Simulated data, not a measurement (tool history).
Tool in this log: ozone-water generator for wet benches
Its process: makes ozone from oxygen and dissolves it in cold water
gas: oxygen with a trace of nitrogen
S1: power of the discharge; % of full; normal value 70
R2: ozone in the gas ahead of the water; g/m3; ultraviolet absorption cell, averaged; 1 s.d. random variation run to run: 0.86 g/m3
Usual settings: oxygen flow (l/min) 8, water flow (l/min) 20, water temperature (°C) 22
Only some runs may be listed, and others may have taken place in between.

run 1 hour=0 | S1=70 oxygen_flow_(l/min)=8 water_flow_(l/min)=20 water_temperature_(°C)=22 | dissolved_ozone_(ppm)=19.4 R2=140.6
run 2 hour=38.6 | S1=70 oxygen_flow_(l/min)=8 water_flow_(l/min)=25 water_temperature_(°C)=22 | dissolved_ozone_(ppm)=16.5 R2=140.7
run 3 hour=76 | S1=70 oxygen_flow_(l/min)=8 water_flow_(l/min)=25 water_temperature_(°C)=22 | dissolved_ozone_(ppm)=16.7 R2=141.9
run 4 hour=116.9 | S1=70 oxygen_flow_(l/min)=8 water_flow_(l/min)=25 water_temperature_(°C)=22 | dissolved_ozone_(ppm)=16.3 R2=140.5
run 5 hour=147.9 | S1=70 oxygen_flow_(l/min)=8 water_flow_(l/min)=25 water_temperature_(°C)=22 | dissolved_ozone_(ppm)=16.4 R2=141.1
run 6 hour=171.8 | S1=70 oxygen_flow_(l/min)=8 water_flow_(l/min)=25 water_temperature_(°C)=22 | dissolved_ozone_(ppm)=16.5 R2=141.7
run 7 hour=208.2 | S1=70 oxygen_flow_(l/min)=8 water_flow_(l/min)=25 water_temperature_(°C)=22 | dissolved_ozone_(ppm)=16.5 R2=140.6
run 8 hour=243.9 | S1=70 oxygen_flow_(l/min)=8 water_flow_(l/min)=25 water_temperature_(°C)=22 | dissolved_ozone_(ppm)=16.3 R2=140.7
run 9 hour=271 | S1=70 oxygen_flow_(l/min)=8 water_flow_(l/min)=20 water_temperature_(°C)=22 | dissolved_ozone_(ppm)=19.2 R2=141.6
run 10 hour=313.7 | S1=70 oxygen_flow_(l/min)=8 water_flow_(l/min)=20 water_temperature_(°C)=22 | dissolved_ozone_(ppm)=19.3 R2=140.9
run 11 hour=349.1 | S1=70 oxygen_flow_(l/min)=8 water_flow_(l/min)=20 water_temperature_(°C)=22 | dissolved_ozone_(ppm)=19.3 R2=140.3
run 12 hour=385 | S1=70 oxygen_flow_(l/min)=8 water_flow_(l/min)=20 water_temperature_(°C)=22 | dissolved_ozone_(ppm)=19.1 R2=140.5
run 13 hour=414.4 | S1=70 oxygen_flow_(l/min)=8 water_flow_(l/min)=20 water_temperature_(°C)=22 | dissolved_ozone_(ppm)=19.2 R2=140.4
run 14 hour=453.9 | S1=70 oxygen_flow_(l/min)=8 water_flow_(l/min)=20 water_temperature_(°C)=22 | dissolved_ozone_(ppm)=18.9 R2=140.9
run 15 hour=486.3 | S1=70 oxygen_flow_(l/min)=8 water_flow_(l/min)=20 water_temperature_(°C)=21 | dissolved_ozone_(ppm)=19.7 R2=141.8
run 16 hour=526.6 | S1=70 oxygen_flow_(l/min)=8 water_flow_(l/min)=29 water_temperature_(°C)=17 | dissolved_ozone_(ppm)=15.8 R2=143.7
run 17 hour=547.5 | S1=70 oxygen_flow_(l/min)=8 water_flow_(l/min)=29 water_temperature_(°C)=17 | dissolved_ozone_(ppm)=15.6 R2=139.1
run 18 hour=567.4 | S1=55 oxygen_flow_(l/min)=4.9 water_flow_(l/min)=29 water_temperature_(°C)=29 | dissolved_ozone_(ppm)=11.1 R2=156.1
run 19 hour=586.9 | S1=55 oxygen_flow_(l/min)=4.9 water_flow_(l/min)=29 water_temperature_(°C)=29 | dissolved_ozone_(ppm)=11.1 R2=156.5
run 20 hour=613.6 | S1=55 oxygen_flow_(l/min)=4.9 water_flow_(l/min)=29 water_temperature_(°C)=29 | dissolved_ozone_(ppm)=10.9 R2=155.8
run 21 hour=639.7 | S1=70 oxygen_flow_(l/min)=8 water_flow_(l/min)=20 water_temperature_(°C)=18 | dissolved_ozone_(ppm)=21.2 R2=141.4
run 22 hour=667.7 | S1=91 oxygen_flow_(l/min)=6.35 water_flow_(l/min)=20 water_temperature_(°C)=28 | dissolved_ozone_(ppm)=22.8 R2=207.3
run 23 hour=690.3 | S1=74 oxygen_flow_(l/min)=6.7 water_flow_(l/min)=20 water_temperature_(°C)=22 | dissolved_ozone_(ppm)=21.1 R2=167.1
run 24 hour=710.9 | S1=46 oxygen_flow_(l/min)=10.29 water_flow_(l/min)=19 water_temperature_(°C)=15 | dissolved_ozone_(ppm)=14.9 R2=83.4
run 25 hour=743.4 | S1=91 oxygen_flow_(l/min)=4.02 water_flow_(l/min)=13 water_temperature_(°C)=22 | dissolved_ozone_(ppm)=36.9 R2=275.1
run 26 hour=778.8 | S1=91 oxygen_flow_(l/min)=4.02 water_flow_(l/min)=13 water_temperature_(°C)=22 | dissolved_ozone_(ppm)=36.8 R2=274.7
run 27 hour=821.3 | S1=42 oxygen_flow_(l/min)=4.02 water_flow_(l/min)=13 water_temperature_(°C)=22 | dissolved_ozone_(ppm)=18.6 R2=139
run 28 hour=854.5 | S1=42 oxygen_flow_(l/min)=4.02 water_flow_(l/min)=13 water_temperature_(°C)=22 | dissolved_ozone_(ppm)=18.7 R2=139.3

What if the next run were any one of these 3? Each begins from the tool's condition after run 28:
run A hour=895.6 | S1=82 oxygen_flow_(l/min)=8 water_flow_(l/min)=20 water_temperature_(°C)=22 | dissolved_ozone_(ppm)=? R2=?
run B hour=895.6 | S1=70 oxygen_flow_(l/min)=8 water_flow_(l/min)=20 water_temperature_(°C)=16 | dissolved_ozone_(ppm)=? R2=?
run C hour=895.6 | S1=57 oxygen_flow_(l/min)=8 water_flow_(l/min)=14 water_temperature_(°C)=22 | dissolved_ozone_(ppm)=? R2=?

run=A dissolved_ozone_(ppm)=22.2 R2=162.5
run=B dissolved_ozone_(ppm)=21.8 R2=140.7
run=C dissolved_ozone_(ppm)=20 R2=118.2
Take away the tool's hidden state, keep each run's random variation, and the runs would have read:
run=A dissolved_ozone_(ppm)=22.2 R2=162.5
run=B dissolved_ozone_(ppm)=21.8 R2=140.7
run=C dissolved_ozone_(ppm)=20 R2=118.2

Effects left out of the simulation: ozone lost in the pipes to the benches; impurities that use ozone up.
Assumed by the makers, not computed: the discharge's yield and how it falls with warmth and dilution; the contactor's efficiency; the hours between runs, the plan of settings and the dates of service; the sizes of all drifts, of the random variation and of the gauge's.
